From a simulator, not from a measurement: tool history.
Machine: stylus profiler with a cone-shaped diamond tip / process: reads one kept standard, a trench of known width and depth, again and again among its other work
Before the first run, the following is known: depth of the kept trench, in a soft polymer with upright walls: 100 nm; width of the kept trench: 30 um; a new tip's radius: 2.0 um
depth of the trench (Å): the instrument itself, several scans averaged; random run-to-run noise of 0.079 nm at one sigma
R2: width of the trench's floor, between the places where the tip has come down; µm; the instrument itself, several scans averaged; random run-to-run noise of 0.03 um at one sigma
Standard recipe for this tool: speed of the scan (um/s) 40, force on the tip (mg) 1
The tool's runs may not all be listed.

run 1 hour=0 | speed_of_the_scan_(um/s)=40 force_on_the_tip_(mg)=1 | depth_of_the_trench_(Å)=1010.1 R2=28.37
run 2 hour=16.6 | speed_of_the_scan_(um/s)=121 force_on_the_tip_(mg)=1 | depth_of_the_trench_(Å)=1007.9 R2=27.66
run 3 hour=33.4 | speed_of_the_scan_(um/s)=121 force_on_the_tip_(mg)=1 | depth_of_the_trench_(Å)=1008.5 R2=27.64
run 4 hour=46.1 | speed_of_the_scan_(um/s)=121 force_on_the_tip_(mg)=1 | depth_of_the_trench_(Å)=1009.2 R2=27.65
run 5 hour=57.3 | speed_of_the_scan_(um/s)=84 force_on_the_tip_(mg)=1 | depth_of_the_trench_(Å)=1009.4 R2=28
run 6 hour=67.4 | speed_of_the_scan_(um/s)=84 force_on_the_tip_(mg)=1 | depth_of_the_trench_(Å)=1009.4 R2=28.02
run 7 hour=84.3 | speed_of_the_scan_(um/s)=84 force_on_the_tip_(mg)=1 | depth_of_the_trench_(Å)=1008.9 R2=27.94
run 8 hour=95.8 | speed_of_the_scan_(um/s)=40 force_on_the_tip_(mg)=1 | depth_of_the_trench_(Å)=1009.4 R2=28.36
run 9 hour=108.9 | speed_of_the_scan_(um/s)=40 force_on_the_tip_(mg)=1 | depth_of_the_trench_(Å)=1009.3 R2=28.41
run 10 hour=119.4 | speed_of_the_scan_(um/s)=40 force_on_the_tip_(mg)=1 | depth_of_the_trench_(Å)=1009.5 R2=28.44
run 11 hour=128.3 | speed_of_the_scan_(um/s)=40 force_on_the_tip_(mg)=1 | depth_of_the_trench_(Å)=1007.7 R2=28.42
run 12 hour=138.1 | speed_of_the_scan_(um/s)=40 force_on_the_tip_(mg)=1 | depth_of_the_trench_(Å)=1008.8 R2=28.36
run 13 hour=151 | speed_of_the_scan_(um/s)=103 force_on_the_tip_(mg)=1 | depth_of_the_trench_(Å)=1009.2 R2=27.85
run 14 hour=163.6 | speed_of_the_scan_(um/s)=103 force_on_the_tip_(mg)=0.34 | depth_of_the_trench_(Å)=1003.5 R2=27.2
run 15 hour=172.9 | speed_of_the_scan_(um/s)=12 force_on_the_tip_(mg)=1 | depth_of_the_trench_(Å)=1009.4 R2=28.64
run 16 hour=180.2 | speed_of_the_scan_(um/s)=12 force_on_the_tip_(mg)=1 | depth_of_the_trench_(Å)=1007.8 R2=28.61
run 17 hour=189.7 | speed_of_the_scan_(um/s)=12 force_on_the_tip_(mg)=1 | depth_of_the_trench_(Å)=1010.1 R2=28.66
run 18 hour=204.1 | speed_of_the_scan_(um/s)=15 force_on_the_tip_(mg)=1.02 | depth_of_the_trench_(Å)=1009.4 R2=28.63
run 19 hour=211.6 | speed_of_the_scan_(um/s)=92 force_on_the_tip_(mg)=0.41 | depth_of_the_trench_(Å)=1002.2 R2=27.44
run 20 hour=219.2 | speed_of_the_scan_(um/s)=99 force_on_the_tip_(mg)=0.35 | depth_of_the_trench_(Å)=1005.4 R2=27.3
run 21 hour=231 | speed_of_the_scan_(um/s)=99 force_on_the_tip_(mg)=0.35 | depth_of_the_trench_(Å)=1005.9 R2=27.17
run 22 hour=239.2 | speed_of_the_scan_(um/s)=24 force_on_the_tip_(mg)=2.28 | depth_of_the_trench_(Å)=1015.3 R2=28.63
run 23 hour=250.8 | speed_of_the_scan_(um/s)=33 force_on_the_tip_(mg)=2.28 | depth_of_the_trench_(Å)=1015.1 R2=28.59
run 24 hour=266.3 | speed_of_the_scan_(um/s)=33 force_on_the_tip_(mg)=2.28 | depth_of_the_trench_(Å)=1016.8 R2=28.55
run 25 hour=282.4 | speed_of_the_scan_(um/s)=33 force_on_the_tip_(mg)=2.28 | depth_of_the_trench_(Å)=1016.1 R2=28.59
run 26 hour=294.9 | speed_of_the_scan_(um/s)=33 force_on_the_tip_(mg)=2.28 | depth_of_the_trench_(Å)=1016.3 R2=28.56
run 27 hour=307.3 | speed_of_the_scan_(um/s)=42 force_on_the_tip_(mg)=2.11 | depth_of_the_trench_(Å)=1014.5 R2=28.5
run 28 hour=322.3 | speed_of_the_scan_(um/s)=11 force_on_the_tip_(mg)=0.53 | depth_of_the_trench_(Å)=1004.6 R2=28.65
run 29 hour=335.7 | speed_of_the_scan_(um/s)=97 force_on_the_tip_(mg)=1 | depth_of_the_trench_(Å)=1009.9 R2=27.9
run 30 hour=344.3 | speed_of_the_scan_(um/s)=97 force_on_the_tip_(mg)=1 | depth_of_the_trench_(Å)=1008 R2=27.86
run 31 hour=357 | speed_of_the_scan_(um/s)=25 force_on_the_tip_(mg)=1.79 | depth_of_the_trench_(Å)=1014.5 R2=28.57

What if the next run were any one of these 4? Each begins from the tool's condition after run 31:
run A hour=371.9 | speed_of_the_scan_(um/s)=12 force_on_the_tip_(mg)=1.83 | depth_of_the_trench_(Å)=? R2=?
run B hour=371.9 | speed_of_the_scan_(um/s)=75 force_on_the_tip_(mg)=0.66 | depth_of_the_trench_(Å)=? R2=?
run C hour=371.9 | speed_of_the_scan_(um/s)=40 force_on_the_tip_(mg)=2.26 | depth_of_the_trench_(Å)=? R2=?
run D hour=371.9 | speed_of_the_scan_(um/s)=47 force_on_the_tip_(mg)=0.44 | depth_of_the_trench_(Å)=? R2=?

run=A depth_of_the_trench_(Å)=1012.3 R2=28.66
run=B depth_of_the_trench_(Å)=1007.1 R2=27.94
run=C depth_of_the_trench_(Å)=1015.2 R2=28.52
run=D depth_of_the_trench_(Å)=1004.8 R2=28.09
Without the tool's hidden state the same runs would have given:
run=A depth_of_the_trench_(Å)=1012.2 R2=28.67
run=B depth_of_the_trench_(Å)=1007 R2=27.94
run=C depth_of_the_trench_(Å)=1015.1 R2=28.52
run=D depth_of_the_trench_(Å)=1004.7 R2=28.1
